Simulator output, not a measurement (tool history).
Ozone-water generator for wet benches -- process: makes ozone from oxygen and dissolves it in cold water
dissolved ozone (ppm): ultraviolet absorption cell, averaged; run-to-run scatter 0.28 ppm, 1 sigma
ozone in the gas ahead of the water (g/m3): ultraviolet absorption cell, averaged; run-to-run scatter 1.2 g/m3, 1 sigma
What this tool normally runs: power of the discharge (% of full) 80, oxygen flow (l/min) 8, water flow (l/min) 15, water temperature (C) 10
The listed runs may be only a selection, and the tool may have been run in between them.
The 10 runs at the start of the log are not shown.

| run | hour | power of the discharge (% of full) | oxygen flow (l/min) | water flow (l/min) | water temperature (C) | dissolved ozone (ppm) | ozone in the gas ahead of the water (g/m3) |
|---|---|---|---|---|---|---|---|
| 11 | 283.1 | 80 | 9.37 | 15 | 10 | 40 | 206.2 |
| 12 | 321.5 | 80 | 8 | 15 | 10 | 40.3 | 225.9 |
|  | 325.5 | water thermometer calibrated |
| 13 | 353.1 | 80 | 4.33 | 15 | 10 | 40.6 | 306.9 |
| 14 | 375.4 | 80 | 6.4 | 15 | 10 | 40.5 | 252.4 |
|  | 408.3 | water thermometer calibrated, once more |
| 15 | 414.7 | 80 | 8 | 15 | 10 | 40.4 | 220.8 |
| 16 | 452.1 | 80 | 8 | 15 | 10 | 40.3 | 223.2 |
| 17 | 478 | 80 | 13.62 | 15 | 10 | 36.9 | 168.7 |
| 18 | 503.8 | 80 | 13.62 | 15 | 10 | 36.5 | 168.8 |
| 19 | 521.5 | 80 | 10.3 | 15 | 10 | 38.7 | 194.3 |
| 20 | 540.4 | 80 | 10.3 | 15 | 10 | 38.5 | 194.7 |
| 21 | 559.7 | 80 | 6.7 | 12 | 10 | 47.6 | 246.3 |
| 22 | 578.8 | 80 | 6.7 | 12 | 10 | 47.8 | 243.5 |
| 23 | 610.7 | 80 | 6.7 | 12 | 10 | 46.8 | 243 |
| 24 | 636 | 80 | 14.08 | 10 | 10 | 44.9 | 165.1 |
| 25 | 659.4 | 80 | 8 | 11 | 8 | 51 | 218.8 |
| 26 | 688.9 | 80 | 8 | 13 | 13 | 40.8 | 219.4 |
| 27 | 705.7 | 86 | 7.15 | 19 | 11 | 34.4 | 248.8 |
| 28 | 735.2 | 57 | 6.95 | 23 | 7 | 20.9 | 174.6 |
|  | 748 | contactor cleaned |
| 29 | 758.9 | 57 | 6.95 | 23 | 7 | 21.9 | 175 |
| 30 | 776 | 57 | 6.95 | 23 | 7 | 21.9 | 173.4 |
| 31 | 792.4 | 50 | 9.46 | 17 | 8 | 24.9 | 132.3 |

Forecast run 32:
| 32 | 818.2 | 50 | 9.46 | 10 | 15 | ? | ? |

dissolved ozone (ppm): 29.9
ozone in the gas ahead of the water (g/m3): 131.9
Had the tool carried no hidden state, the very same run would have given dissolved ozone (ppm) 30.9, ozone in the gas ahead of the water (g/m3) 135.5.

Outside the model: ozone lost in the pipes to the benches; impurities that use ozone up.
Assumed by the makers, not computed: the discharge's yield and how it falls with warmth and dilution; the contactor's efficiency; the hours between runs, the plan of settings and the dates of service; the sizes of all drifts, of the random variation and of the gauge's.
